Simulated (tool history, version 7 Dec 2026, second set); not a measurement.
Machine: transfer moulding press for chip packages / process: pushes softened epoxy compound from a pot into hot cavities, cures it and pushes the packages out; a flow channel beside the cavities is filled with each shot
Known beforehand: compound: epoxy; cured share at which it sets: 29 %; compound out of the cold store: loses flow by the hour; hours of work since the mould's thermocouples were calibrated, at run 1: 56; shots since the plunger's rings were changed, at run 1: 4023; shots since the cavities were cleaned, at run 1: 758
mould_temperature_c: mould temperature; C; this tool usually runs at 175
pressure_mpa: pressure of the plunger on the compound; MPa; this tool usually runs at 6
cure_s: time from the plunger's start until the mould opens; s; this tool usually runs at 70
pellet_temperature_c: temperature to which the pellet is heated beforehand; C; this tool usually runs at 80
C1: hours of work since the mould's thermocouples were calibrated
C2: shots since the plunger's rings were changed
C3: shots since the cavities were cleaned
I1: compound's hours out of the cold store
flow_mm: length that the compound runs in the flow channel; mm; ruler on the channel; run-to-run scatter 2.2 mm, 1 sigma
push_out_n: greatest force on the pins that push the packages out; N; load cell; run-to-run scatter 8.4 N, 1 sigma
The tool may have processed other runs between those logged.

Run 1, day 0: usual settings; C1 56; C2 4023; C3 758; I1 47.8. Result: flow_mm 442 mm, push_out_n 457 N.
At day 0.617: cavities cleaned with cleaning compound and waxed.
Run 2, day 1.525: usual settings; C1 82; C2 4738; C3 444; I1 40.1. Result: flow_mm 452 mm, push_out_n 411 N.
At day 2.821: cavities cleaned with cleaning compound and waxed.
Run 3, day 2.892: usual settings; C1 106; C2 5375; C3 35; I1 26.8. Result: flow_mm 481 mm, push_out_n 367 N.
Run 4, day 4.175: usual settings but cure_s 83 s; C1 129; C2 6002; C3 662; I1 12.5. Result: flow_mm 512 mm, push_out_n 342 N.
At day 4.983: cavities cleaned with cleaning compound and waxed.
At day 5.458: plunger's sealing rings changed.
Run 5, day 5.483: usual settings but cure_s 71 s; C1 150; C2 13; C3 193; I1 22. Result: flow_mm 523 mm, push_out_n 397 N.
Run 6, day 6.333: usual settings but cure_s 71 s; C1 165; C2 428; C3 608; I1 18.6. Result: flow_mm 531 mm, push_out_n 486 N.
At day 7.3: cavities cleaned with cleaning compound and waxed.
Run 7, day 7.358: usual settings but cure_s 71 s; C1 183; C2 899; C3 29; I1 24.5. Result: flow_mm 514 mm, push_out_n 338 N.
Run 8, day 8.246: usual settings; C1 199; C2 1332; C3 462; I1 9.1. Result: flow_mm 545 mm, push_out_n 496 N.
At day 9.471: cavities cleaned with cleaning compound and waxed.
Run 9, day 9.725: usual settings; C1 224; C2 2024; C3 122; I1 46.3. Result: flow_mm 454 mm, push_out_n 365 N.
Run 10, day 10.796: usual settings; C1 244; C2 2549; C3 647; I1 35.1. Result: flow_mm 478 mm, push_out_n 457 N.
Run 11, day 11.462: usual settings; C1 256; C2 2875; C3 973; I1 24.3. Result: flow_mm 501 mm, push_out_n 507 N.
At day 11.671: cavities cleaned with cleaning compound and waxed.
Run 12, day 12.358: usual settings; C1 271; C2 3282; C3 337; I1 42.2. Result: flow_mm 455 mm, push_out_n 409 N.
Run 13, day 13.154: usual settings; C1 285; C2 3671; C3 726; I1 26.3. Result: flow_mm 490 mm, push_out_n 499 N.
At day 13.796: cavities cleaned with cleaning compound and waxed.
Run 14, day 14.517: usual settings but pellet_temperature_c 70 C; C1 309; C2 4306; C3 353; I1 21.9. Result: flow_mm 497 mm, push_out_n 471 N.
Run 15, day 15.325: usual settings but mould_temperature_c 167 C, pressure_mpa 5.32 MPa, pellet_temperature_c 82 C; C1 324; C2 4701; C3 748; I1 42.9. Result: flow_mm 429 mm, push_out_n 759 N.
At day 16.025: cavities cleaned with cleaning compound and waxed.
Run 16, day 16.667: usual settings but mould_temperature_c 167 C, pressure_mpa 5.32 MPa, pellet_temperature_c 82 C; C1 347; C2 5325; C3 312; I1 30.3. Result: flow_mm 457 mm, push_out_n 671 N.
At day 17.633: mould's thermocouples calibrated.
At day 18.238: cavities cleaned with cleaning compound and waxed.
Run 17, day 18.3: usual settings but mould_temperature_c 167 C, pressure_mpa 5.32 MPa, pellet_temperature_c 82 C; C1 11; C2 6054; C3 30; I1 41.8. Result: flow_mm 427 mm, push_out_n 556 N.
Run 18, day 19.254: usual settings but mould_temperature_c 170 C, pressure_mpa 5.31 MPa, cure_s 71 s, pellet_temperature_c 90 C; C1 28; C2 6519; C3 495; I1 18.3. Result: flow_mm 470 mm, push_out_n 621 N.
At day 19.421: plunger's sealing rings changed.
Run 19, day 19.967: usual settings but mould_temperature_c 170 C, pressure_mpa 5.31 MPa, cure_s 71 s, pellet_temperature_c 90 C; C1 39; C2 267; C3 792; I1 20.3. Result: flow_mm 502 mm, push_out_n 683 N.
At day 20.558: cavities cleaned with cleaning compound and waxed.
Run 20, day 20.758: usual settings but cure_s 56 s, pellet_temperature_c 76 C; C1 52; C2 625; C3 99; I1 16.9. Result: flow_mm 534 mm, push_out_n 719 N.
Run 21, day 21.879: usual settings but pressure_mpa 5.22 MPa, cure_s 56 s, pellet_temperature_c 76 C; C1 73; C2 1173; C3 647; I1 12.9. Result: flow_mm 506 mm, push_out_n 932 N.
At day 22.679: cavities cleaned with cleaning compound and waxed.
At day 22.971: mould's thermocouples calibrated, once more.
Run 22, day 22.971: usual settings but pressure_mpa 5.22 MPa, cure_s 56 s, pellet_temperature_c 76 C; C1 0; C2 1634; C3 101; I1 36.4. Result: flow_mm 444 mm, push_out_n 647 N.
Run 23, day 24.238: usual settings but mould_temperature_c 169 C, pressure_mpa 7.23 MPa, cure_s 84 s, pellet_temperature_c 75 C; C1 23; C2 2254; C3 721; I1 11.3. Result: flow_mm 603 mm, push_out_n 517 N.
At day 24.95: cavities cleaned with cleaning compound and waxed.
Run 24, day 25.133: usual settings but mould_temperature_c 172 C, pressure_mpa 4.73 MPa, cure_s 60 s; C1 38; C2 2662; C3 90; I1 45.8. Result: flow_mm 405 mm, push_out_n 601 N.
Run 25, day 26.208: usual settings but mould_temperature_c 172 C, pressure_mpa 4.73 MPa, cure_s 60 s; C1 57; C2 3185; C3 613; I1 24.4. Result: flow_mm 449 mm, push_out_n 828 N.
At day 27.1: cavities cleaned with cleaning compound and waxed.
Run 26, day 27.183: usual settings but cure_s 88 s, pellet_temperature_c 79 C; C1 74; C2 3633; C3 41; I1 22.1. Result: flow_mm 502 mm, push_out_n 212 N.

Hidden condition of the tool, last listed run before each entry between runs versus first listed run after:
After run 1, before run 2: cavities cleaned with cleaning compound and waxed (day 0.617)
  true mould temperature over the reading, C: 0.22 -> 0.18; pressure that reaches the compound, % of what is set: 91.4 -> 89.99; grip of the stained cavities, % over clean ones': 44.3 -> 32.6
  measured minus no-state result, flow_mm: -20 -> -25 mm; push_out_n: +135 -> +98 N
After run 2, before run 3: cavities cleaned with cleaning compound and waxed (day 2.821)
  true mould temperature over the reading, C: 0.18 -> 0.16; pressure that reaches the compound, % of what is set: 89.99 -> 88.59; grip of the stained cavities, % over clean ones': 32.6 -> 5.3
  measured minus no-state result, flow_mm: -25 -> -30 mm; push_out_n: +98 -> +15 N
After run 4, before run 5: cavities cleaned with cleaning compound and waxed (day 4.983); plunger's sealing rings changed (day 5.458)
  true mould temperature over the reading, C: 0.13 -> 0.1; pressure that reaches the compound, % of what is set: 87.32 -> 99.34; grip of the stained cavities, % over clean ones': 42.1 -> 18.5
  measured minus no-state result, flow_mm: -36 -> -2 mm; push_out_n: +100 -> +60 N
After run 6, before run 7: cavities cleaned with cleaning compound and waxed (day 7.3)
  true mould temperature over the reading, C: 0.08 -> 0.06; pressure that reaches the compound, % of what is set: 98.41 -> 97.35; grip of the stained cavities, % over clean ones': 39.3 -> 2.4
  measured minus no-state result, flow_mm: -4 -> -7 mm; push_out_n: +136 -> +7 N
After run 8, before run 9: cavities cleaned with cleaning compound and waxed (day 9.471)
  true mould temperature over the reading, C: 0.04 -> 0.01; pressure that reaches the compound, % of what is set: 96.29 -> 94.72; grip of the stained cavities, % over clean ones': 31.6 -> 11.9
  measured minus no-state result, flow_mm: -10 -> -12 mm; push_out_n: +119 -> +38 N
After run 11, before run 12: cavities cleaned with cleaning compound and waxed (day 11.671)
  true mould temperature over the reading, C: -0.02 -> -0.04; pressure that reaches the compound, % of what is set: 92.92 -> 92; grip of the stained cavities, % over clean ones': 49.9 -> 25.6
  measured minus no-state result, flow_mm: -19 -> -19 mm; push_out_n: +169 -> +84 N
After run 13, before run 14: cavities cleaned with cleaning compound and waxed (day 13.796)
  true mould temperature over the reading, C: -0.06 -> -0.09; pressure that reaches the compound, % of what is set: 91.2 -> 89.84; grip of the stained cavities, % over clean ones': 42.8 -> 27.5
  measured minus no-state result, flow_mm: -23 -> -28 mm; push_out_n: +151 -> +105 N
After run 15, before run 16: cavities cleaned with cleaning compound and waxed (day 16.025)
  true mould temperature over the reading, C: -0.1 -> -0.13; pressure that reaches the compound, % of what is set: 88.93 -> 87.69; grip of the stained cavities, % over clean ones': 44.9 -> 24.4
  measured minus no-state result, flow_mm: -25 -> -31 mm; push_out_n: +238 -> +135 N
After run 16, before run 17: mould's thermocouples calibrated (day 17.633); cavities cleaned with cleaning compound and waxed (day 18.238)
  true mould temperature over the reading, C: -0.13 -> -0.23; pressure that reaches the compound, % of what is set: 87.69 -> 86.13; grip of the stained cavities, % over clean ones': 24.4 -> 6.3
  measured minus no-state result, flow_mm: -31 -> -33 mm; push_out_n: +135 -> +40 N
After run 18, before run 19: plunger's sealing rings changed (day 19.421)
  true mould temperature over the reading, C: -0.25 -> -0.26; pressure that reaches the compound, % of what is set: 85.22 -> 98.95; grip of the stained cavities, % over clean ones': 35.9 -> 46.5
  measured minus no-state result, flow_mm: -39 -> -2 mm; push_out_n: +172 -> +224 N
After run 19, before run 20: cavities cleaned with cleaning compound and waxed (day 20.558)
  true mould temperature over the reading, C: -0.26 -> -0.28; pressure that reaches the compound, % of what is set: 98.95 -> 98.26; grip of the stained cavities, % over clean ones': 46.5 -> 10.8
  measured minus no-state result, flow_mm: -2 -> -5 mm; push_out_n: +224 -> +78 N
After run 21, before run 22: cavities cleaned with cleaning compound and waxed (day 22.679); mould's thermocouples calibrated, once more (day 22.971)
  true mould temperature over the reading, C: -0.31 -> 0.11; pressure that reaches the compound, % of what is set: 97.13 -> 96.2; grip of the stained cavities, % over clean ones': 40.7 -> 9.9
  measured minus no-state result, flow_mm: -7 -> -8 mm; push_out_n: +280 -> +55 N
After run 23, before run 24: cavities cleaned with cleaning compound and waxed (day 24.95)
  true mould temperature over the reading, C: 0.08 -> 0.06; pressure that reaches the compound, % of what is set: 94.92 -> 94.04; grip of the stained cavities, % over clean ones': 42.8 -> 7.5
  measured minus no-state result, flow_mm: -16 -> -12 mm; push_out_n: +153 -> +40 N
After run 25, before run 26: cavities cleaned with cleaning compound and waxed (day 27.1)
  true mould temperature over the reading, C: 0.04 -> 0.02; pressure that reaches the compound, % of what is set: 92.84 -> 92; grip of the stained cavities, % over clean ones': 38.5 -> 4.1
  measured minus no-state result, flow_mm: -17 -> -21 mm; push_out_n: +230 -> +9 N
